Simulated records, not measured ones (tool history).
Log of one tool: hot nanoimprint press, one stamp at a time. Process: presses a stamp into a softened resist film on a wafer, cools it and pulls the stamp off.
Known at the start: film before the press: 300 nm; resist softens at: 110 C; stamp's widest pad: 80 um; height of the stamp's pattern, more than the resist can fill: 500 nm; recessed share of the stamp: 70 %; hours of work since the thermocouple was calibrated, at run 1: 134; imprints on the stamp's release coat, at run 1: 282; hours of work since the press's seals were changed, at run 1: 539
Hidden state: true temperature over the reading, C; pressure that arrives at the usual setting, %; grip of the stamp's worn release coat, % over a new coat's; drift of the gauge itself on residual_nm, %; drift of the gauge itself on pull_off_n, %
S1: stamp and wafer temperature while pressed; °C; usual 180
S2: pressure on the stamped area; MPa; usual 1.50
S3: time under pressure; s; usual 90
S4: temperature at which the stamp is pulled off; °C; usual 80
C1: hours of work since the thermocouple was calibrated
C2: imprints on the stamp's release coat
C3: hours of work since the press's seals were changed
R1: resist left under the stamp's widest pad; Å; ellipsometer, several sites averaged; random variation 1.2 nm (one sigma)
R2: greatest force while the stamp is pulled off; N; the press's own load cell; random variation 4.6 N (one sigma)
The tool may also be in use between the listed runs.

run	day	S1	S2	S3	S4	C1	C2	C3	R1	R2
1	0.000	180	1.50	90	80	134	282	539	1775	225
2	1.138	180	1.50	90	80	148	361	553	1776	236
3	1.692	180	1.50	90	80	155	399	560	1773	240
4	2.196	180	1.50	52	80	161	434	567	2059	247
5	3.167	180	2.00	90	80	173	502	579	1562	243
6	3.846	180	1.50	90	88	181	549	587	1747	202
7	4.375	180	1.50	90	88	188	585	593	1778	201
8	5.021	187	1.50	90	79	196	630	601	1419	257
9	5.788	180	1.50	90	81	205	683	611	1760	245
10	6.283	180	1.50	151	80	212	718	617	1474	247
11	6.875	180	1.31	151	80	219	759	624	1548	254
# day 7.971: press's hydraulic seals changed and the load cell set to zero
12	8.233	180	1.31	151	80	232	830	3	1550	247
13	9.300	180	1.08	57	74	245	904	16	2220	286
14	9.867	180	1.08	57	74	252	943	23	2207	295

Forecast each of these 4 alternatives for the next run:
A	10.479	184	0.91	70	80	259	986	31	?	?
B	10.479	180	1.50	96	80	259	986	31	?	?
C	10.479	181	1.00	57	75	259	986	31	?	?
D	10.479	173	2.28	57	74	259	986	31	?	?

run	R1	R2
A	2004	259
B	1704	254
C	2201	299
D	2069	302
Without the tool's hidden state the same runs would have given:
run	R1	R2
A	2053	225
B	1758	220
C	2249	259
D	2123	261
